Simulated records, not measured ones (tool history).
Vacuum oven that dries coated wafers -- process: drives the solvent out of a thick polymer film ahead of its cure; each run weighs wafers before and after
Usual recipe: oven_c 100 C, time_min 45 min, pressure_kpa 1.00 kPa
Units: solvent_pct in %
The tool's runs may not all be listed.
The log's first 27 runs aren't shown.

Run 28, hour 2019.4: usual settings but oven_c 94 C, time_min 33 min, pressure_kpa 1.18 kPa. Result: solvent_pct 6.48 %.
At hour 2064.5: vacuum gauge cleaned of residue and calibrated.
Run 29, hour 2121.5: usual settings but oven_c 107 C, time_min 44 min, pressure_kpa 1.15 kPa. Result: solvent_pct 2.42 %.
Run 30, hour 2199.3: usual settings but oven_c 107 C, time_min 44 min, pressure_kpa 1.15 kPa. Result: solvent_pct 2.35 %.
Run 31, hour 2269.7: usual settings but time_min 71 min, pressure_kpa 3.19 kPa. Result: solvent_pct 3.04 %.
Run 32, hour 2328.4: usual settings but oven_c 110 C. Result: solvent_pct 1.77 %.
Run 33, hour 2409.0: usual settings but oven_c 112 C, time_min 52 min, pressure_kpa 3.76 kPa. Result: solvent_pct 2.13 %.
Run 34, hour 2484.3: usual settings but oven_c 112 C, time_min 52 min, pressure_kpa 3.76 kPa. Result: solvent_pct 2.18 %.
Run 35, hour 2546.5: usual settings but oven_c 106 C. Result: solvent_pct 2.48 %.
Run 36, hour 2608.4: usual settings but time_min 61 min, pressure_kpa 0.68 kPa. Result: solvent_pct 2.25 %.
Run 37, hour 2662.1: usual settings but pressure_kpa 1.23 kPa. Result: solvent_pct 3.70 %.
Run 38, hour 2723.0: usual settings but oven_c 99 C, time_min 79 min, pressure_kpa 0.74 kPa. Result: solvent_pct 1.68 %.
Run 39, hour 2820.0: usual settings but oven_c 114 C, time_min 79 min, pressure_kpa 0.74 kPa. Result: solvent_pct 0.42 %.
Run 40, hour 2909.2: usual settings but oven_c 97 C, time_min 70 min. Result: solvent_pct 2.53 %.
Run 41, hour 2988.3: usual settings but oven_c 91 C, time_min 22 min, pressure_kpa 3.35 kPa. Result: solvent_pct 9.83 %.
Run 42, hour 3036.7: usual settings but oven_c 102 C, time_min 65 min. Result: solvent_pct 1.94 %.
Run 43, hour 3105.5: usual settings but oven_c 106 C, time_min 33 min, pressure_kpa 1.49 kPa. Result: solvent_pct 3.94 %.
Run 44, hour 3160.0: usual settings but oven_c 106 C, time_min 33 min, pressure_kpa 1.49 kPa. Result: solvent_pct 4.06 %.
At hour 3201.2: oven's thermocouples calibrated.
Run 45, hour 3225.7: usual settings but oven_c 106 C, time_min 33 min, pressure_kpa 1.58 kPa. Result: solvent_pct 3.58 %.
Run 46, hour 3323.3: usual settings but oven_c 103 C, time_min 37 min, pressure_kpa 1.45 kPa. Result: solvent_pct 3.73 %.
Run 47, hour 3401.8: usual settings but oven_c 103 C, time_min 37 min, pressure_kpa 1.45 kPa. Result: solvent_pct 3.80 %.

Predict each of these 3 candidate next runs independently; none follows another, all start after run 47:
Run A, hour 3473.1: usual settings but oven_c 103 C, time_min 37 min, pressure_kpa 1.53 kPa. Result: solvent_pct ?.
Run B, hour 3473.1: usual settings but time_min 65 min. Result: solvent_pct ?.
Run C, hour 3473.1: usual settings but oven_c 114 C, time_min 60 min, pressure_kpa 0.68 kPa. Result: solvent_pct ?.

run  solvent_pct
  A         3.74
  B         2.01
  C         0.50
Without the tool's hidden state the same runs would have given:
run  solvent_pct
  A         3.73
  B         1.98
  C         0.47
